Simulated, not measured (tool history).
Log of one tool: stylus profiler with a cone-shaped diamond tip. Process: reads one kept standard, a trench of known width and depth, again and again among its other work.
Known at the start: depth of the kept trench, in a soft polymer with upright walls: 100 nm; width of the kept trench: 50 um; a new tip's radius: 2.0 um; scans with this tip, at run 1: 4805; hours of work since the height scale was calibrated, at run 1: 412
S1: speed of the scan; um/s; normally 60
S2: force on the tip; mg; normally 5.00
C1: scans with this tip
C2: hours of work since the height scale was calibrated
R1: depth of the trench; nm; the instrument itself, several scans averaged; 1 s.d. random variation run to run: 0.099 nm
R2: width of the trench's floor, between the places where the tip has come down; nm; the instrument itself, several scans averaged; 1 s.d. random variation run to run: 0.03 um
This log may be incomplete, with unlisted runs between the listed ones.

| run | hour | S1 | S2 | C1 | C2 | R1 | R2 |
|---|---|---|---|---|---|---|---|
| 1 | 0.0 | 60 | 5.00 | 4805 | 412 | 101.97 | 48450 |
| 2 | 16.9 | 60 | 5.18 | 4898 | 420 | 102.10 | 48460 |
| 3 | 36.8 | 60 | 5.00 | 5007 | 430 | 102.08 | 48430 |
| 4 | 73.3 | 60 | 5.00 | 5208 | 447 | 102.13 | 48430 |
| 5 | 89.9 | 60 | 5.00 | 5299 | 455 | 102.06 | 48440 |
| 6 | 107.3 | 60 | 5.00 | 5395 | 463 | 102.06 | 48460 |
| 7 | 127.8 | 60 | 5.00 | 5507 | 473 | 101.90 | 48480 |
| 8 | 157.6 | 60 | 5.00 | 5671 | 487 | 102.14 | 48470 |
| 9 | 176.4 | 60 | 11.41 | 5774 | 495 | 103.45 | 48520 |
| 10 | 210.9 | 60 | 11.41 | 5963 | 512 | 103.57 | 48530 |
| 11 | 229.7 | 60 | 11.41 | 6067 | 521 | 103.60 | 48540 |
| 12 | 266.1 | 104 | 5.00 | 6266 | 538 | 102.15 | 48250 |
| 13 | 295.3 | 104 | 5.00 | 6427 | 551 | 102.16 | 48290 |
| 14 | 325.5 | 104 | 2.32 | 6592 | 566 | 101.35 | 48060 |
| 15 | 355.0 | 104 | 2.32 | 6755 | 580 | 101.29 | 47990 |
| 16 | 380.2 | 104 | 1.91 | 6893 | 591 | 101.38 | 47950 |
|  | 382.9 | height scale calibrated on a step standard |
| 17 | 398.2 | 104 | 2.69 | 6989 | 7 | 101.53 | 48090 |
| 18 | 430.9 | 60 | 11.70 | 7168 | 23 | 103.69 | 48490 |
| 19 | 467.6 | 118 | 5.00 | 7370 | 40 | 102.25 | 48160 |
| 20 | 491.6 | 28 | 3.45 | 7502 | 51 | 101.82 | 48500 |
| 21 | 511.1 | 109 | 5.88 | 7609 | 60 | 102.52 | 48260 |
| 22 | 532.4 | 23 | 5.97 | 7726 | 70 | 102.62 | 48520 |
| 23 | 558.0 | 23 | 2.86 | 7866 | 82 | 101.71 | 48550 |
| 24 | 574.0 | 23 | 2.86 | 7954 | 90 | 101.55 | 48540 |
|  | 587.0 | height scale calibrated on a step standard, once more |
| 25 | 593.9 | 23 | 2.86 | 8061 | 3 | 101.42 | 48530 |
| 26 | 620.3 | 88 | 7.82 | 8206 | 16 | 102.66 | 48390 |
| 27 | 648.8 | 48 | 3.46 | 8363 | 29 | 101.46 | 48420 |
| 28 | 685.8 | 48 | 3.46 | 8566 | 47 | 101.60 | 48420 |
| 29 | 702.3 | 24 | 9.02 | 8656 | 54 | 102.74 | 48560 |
| 30 | 736.4 | 49 | 11.71 | 8843 | 70 | 103.22 | 48500 |
| 31 | 764.0 | 206 | 3.87 | 8995 | 83 | 101.67 | 47670 |
| 32 | 796.1 | 206 | 3.87 | 9171 | 99 | 101.51 | 47660 |
| 33 | 821.2 | 206 | 3.87 | 9309 | 110 | 101.57 | 47690 |
| 34 | 844.3 | 218 | 3.78 | 9436 | 121 | 101.74 | 47680 |
| 35 | 881.0 | 218 | 3.78 | 9637 | 138 | 101.62 | 47580 |
| 36 | 918.9 | 80 | 4.12 | 9845 | 156 | 101.81 | 48340 |
| 37 | 935.1 | 59 | 2.18 | 9934 | 164 | 101.37 | 48230 |
| 38 | 971.7 | 59 | 2.90 | 10136 | 181 | 101.50 | 48330 |

Measured less the same run without the tool's hidden state. The same run-to-run variation is in both; the gauge's scatter may not be:
Hidden state present: radius of the tip, um; height scale over the true one, %; drift of the gauge itself on depth_nm, %; drift of the gauge itself on floor_um, %.
| run | R1 | R2 |
|---|---|---|
| 1 | +0.13 | -50 |
| 2 | +0.14 | -50 |
| 3 | +0.14 | -50 |
| 4 | +0.15 | -60 |
| 5 | +0.14 | -60 |
| 6 | +0.15 | -60 |
| 7 | +0.15 | -60 |
| 8 | +0.16 | -60 |
| 9 | +0.17 | -60 |
| 10 | +0.18 | -70 |
| 11 | +0.18 | -70 |
| 12 | +0.18 | -70 |
| 13 | +0.19 | -70 |
| 14 | +0.19 | -80 |
| 15 | +0.20 | -80 |
| 16 | +0.21 | -80 |
| 17 | +0.29 | -80 |
| 18 | +0.30 | -80 |
| 19 | +0.31 | -90 |
| 20 | +0.31 | -90 |
| 21 | +0.32 | -90 |
| 22 | +0.32 | -100 |
| 23 | +0.33 | -90 |
| 24 | +0.33 | -100 |
| 25 | +0.01 | -100 |
| 26 | +0.02 | -100 |
| 27 | +0.02 | -100 |
| 28 | +0.03 | -100 |
| 29 | +0.04 | -100 |
| 30 | +0.04 | -110 |
| 31 | +0.05 | -110 |
| 32 | +0.06 | -120 |
| 33 | +0.06 | -110 |
| 34 | +0.07 | -110 |
| 35 | +0.08 | -120 |
| 36 | +0.08 | -130 |
| 37 | +0.08 | -130 |
| 38 | +0.09 | -130 |
